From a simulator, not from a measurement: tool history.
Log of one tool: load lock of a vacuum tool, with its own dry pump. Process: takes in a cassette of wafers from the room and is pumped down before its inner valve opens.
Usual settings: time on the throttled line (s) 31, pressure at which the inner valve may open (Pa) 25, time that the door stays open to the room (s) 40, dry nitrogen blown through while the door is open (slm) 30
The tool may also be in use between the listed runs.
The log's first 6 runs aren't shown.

run,hour,time on the throttled line (s),pressure at which the inner valve may open (Pa),time that the door stays open to the room (s),dry nitrogen blown through while the door is open (slm),"incoming humidity of the room's air, %",time from the closed door until the inner valve may open (s),rise of the pressure with all valves shut (Pa/min)
7,1130.4,31,25,40,17,43.1,40.37,0.130
8,1315.3,31,25,40,17,44.6,40.16,0.128
9,1597.9,31,25,40,17,41.7,40.35,0.135
10,1854.1,31,25,40,17,47.0,40.22,0.141
11,2135.3,31,25,205,17,43.6,40.42,0.191
12,2422.1,31,25,205,17,47.7,40.39,0.207
13,2619.7,31,25,34,30,44.7,40.46,0.137
14,2746.9,31,25,34,30,45.9,40.42,0.146
15,2930.4,31,25,25,30,46.2,40.42,0.146
16,3106.8,31,25,25,30,43.0,40.36,0.153
17,3283.3,31,25,25,30,43.9,40.26,0.152
18,3494.7,31,25,40,30,46.8,40.53,0.161
19,3642.9,20,25,50,30,42.6,30.76,0.164
20,3848.4,20,25,50,30,44.7,30.73,0.171
21,4010.9,23,32,93,30,45.3,32.96,0.186

Run 22 comes next. What will it give?
22,4238.8,31,19,53,39,46.8,?,?

Run 22 gave time from the closed door until the inner valve may open (s) 40.97, rise of the pressure with all valves shut (Pa/min) 0.175.
Without the tool's hidden state the same run would have given time from the closed door until the inner valve may open (s) 39.76, rise of the pressure with all valves shut (Pa/min) 0.032.

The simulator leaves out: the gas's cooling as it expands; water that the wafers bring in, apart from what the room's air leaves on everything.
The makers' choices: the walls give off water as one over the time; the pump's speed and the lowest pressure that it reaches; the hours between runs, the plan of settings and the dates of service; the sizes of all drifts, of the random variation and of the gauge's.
